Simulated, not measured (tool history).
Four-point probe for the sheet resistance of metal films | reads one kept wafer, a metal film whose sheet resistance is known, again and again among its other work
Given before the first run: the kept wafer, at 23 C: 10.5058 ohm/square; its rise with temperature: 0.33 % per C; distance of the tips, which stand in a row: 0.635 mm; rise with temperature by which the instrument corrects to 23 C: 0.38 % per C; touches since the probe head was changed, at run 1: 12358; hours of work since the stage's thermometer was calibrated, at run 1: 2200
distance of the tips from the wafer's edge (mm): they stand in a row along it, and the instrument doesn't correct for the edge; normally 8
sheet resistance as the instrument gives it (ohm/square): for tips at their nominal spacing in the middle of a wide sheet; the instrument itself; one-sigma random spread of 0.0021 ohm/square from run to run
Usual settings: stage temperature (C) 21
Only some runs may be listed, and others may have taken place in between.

| run | day | stage temperature (C) | distance of the tips from the wafer's edge (mm) | touches since the probe head was changed | hours of work since the stage's thermometer was calibrated | sheet resistance as the instrument gives it (ohm/square) |
|---|---|---|---|---|---|---|
| 1 | 0 | 21 | 8 | 12358 | 2200 | 10.484902 |
| 2 | 0.8 | 21 | 8 | 12894 | 2210 | 10.485413 |
| 3 | 1.575 | 23 | 8 | 13416 | 2219 | 10.475131 |
| 4 | 1.962 | 23 | 8 | 13674 | 2224 | 10.476652 |
| 5 | 2.483 | 23 | 8 | 14025 | 2230 | 10.476089 |
| 6 | 2.846 | 26 | 8 | 14267 | 2234 | 10.463909 |
| 7 | 3.496 | 26 | 8 | 14705 | 2242 | 10.462385 |
| 8 | 4.029 | 31 | 8 | 15063 | 2248 | 10.435331 |
| 9 | 4.45 | 31 | 8 | 15345 | 2253 | 10.433942 |
| 10 | 5.221 | 20 | 8 | 15862 | 2263 | 10.491824 |
| 11 | 6.033 | 20 | 8 | 16408 | 2272 | 10.496082 |
| 12 | 6.829 | 32 | 8 | 16941 | 2282 | 10.429173 |
| 13 | 7.512 | 32 | 8 | 17401 | 2290 | 10.433692 |
| 14 | 8.154 | 32 | 8 | 17828 | 2298 | 10.430715 |
| 15 | 8.596 | 32 | 8 | 18125 | 2303 | 10.429891 |
| 16 | 9.125 | 32 | 8 | 18481 | 2309 | 10.428703 |
| 17 | 9.646 | 32 | 8 | 18830 | 2315 | 10.427505 |
|  | 9.708 | stage's thermometer calibrated |
| 18 | 10.25 | 32 | 8 | 19222 | 6 | 10.425357 |
| 19 | 10.979 | 32 | 8 | 19710 | 15 | 10.426911 |
| 20 | 11.475 | 21 | 8 | 20043 | 21 | 10.483617 |
| 21 | 11.875 | 21 | 52 | 20312 | 26 | 10.445016 |
| 22 | 12.392 | 21 | 52 | 20658 | 32 | 10.448012 |
| 23 | 12.912 | 28 | 22 | 21008 | 38 | 10.413688 |
| 24 | 13.258 | 26 | 4 | 21241 | 42 | 10.557998 |
| 25 | 13.921 | 26 | 4 | 21686 | 50 | 10.559054 |
| 26 | 14.383 | 34 | 32 | 21997 | 56 | 10.38254 |
|  | 14.512 | stage's thermometer calibrated, once more |
| 27 | 14.838 | 18 | 3 | 22285 | 4 | 10.731493 |
| 28 | 15.504 | 18 | 3 | 22735 | 12 | 10.723961 |
| 29 | 16.279 | 26 | 8 | 23254 | 21 | 10.476142 |
| 30 | 16.979 | 21 | 6 | 23725 | 30 | 10.526618 |
| 31 | 17.771 | 20 | 22 | 24256 | 39 | 10.474774 |
| 32 | 18.121 | 25 | 12 | 24489 | 43 | 10.460233 |
| 33 | 18.862 | 25 | 12 | 24986 | 52 | 10.458766 |
| 34 | 19.521 | 25 | 12 | 25428 | 60 | 10.461029 |
| 35 | 20.008 | 25 | 40 | 25756 | 66 | 10.4424 |
| 36 | 20.767 | 32 | 6 | 26265 | 75 | 10.469905 |
| 37 | 21.292 | 32 | 6 | 26616 | 81 | 10.47103 |
| 38 | 21.838 | 22 | 20 | 26982 | 88 | 10.466864 |
| 39 | 22.233 | 21 | 6 | 27249 | 92 | 10.524278 |
| 40 | 22.833 | 24 | 26 | 27653 | 100 | 10.452147 |

Hidden condition of the tool, last listed run before each entry between runs versus first listed run after:
Runs 17 to 18: stage's thermometer calibrated (day 9.708)
  inner tips' distance over the nominal, %: -0.447 -> -0.448; wafer's true temperature over the reading, C: -0.45 -> -0.51
  measured result minus the result with no hidden state, sheet resistance as the instrument gives it (ohm/square): -0.065918 -> -0.067933
Runs 26 to 27: stage's thermometer calibrated, once more (day 14.512)
  inner tips' distance over the nominal, %: -0.453 -> -0.454; wafer's true temperature over the reading, C: -0.52 -> -0.01
  measured result minus the result with no hidden state, sheet resistance as the instrument gives it (ohm/square): -0.068443 -> -0.053037
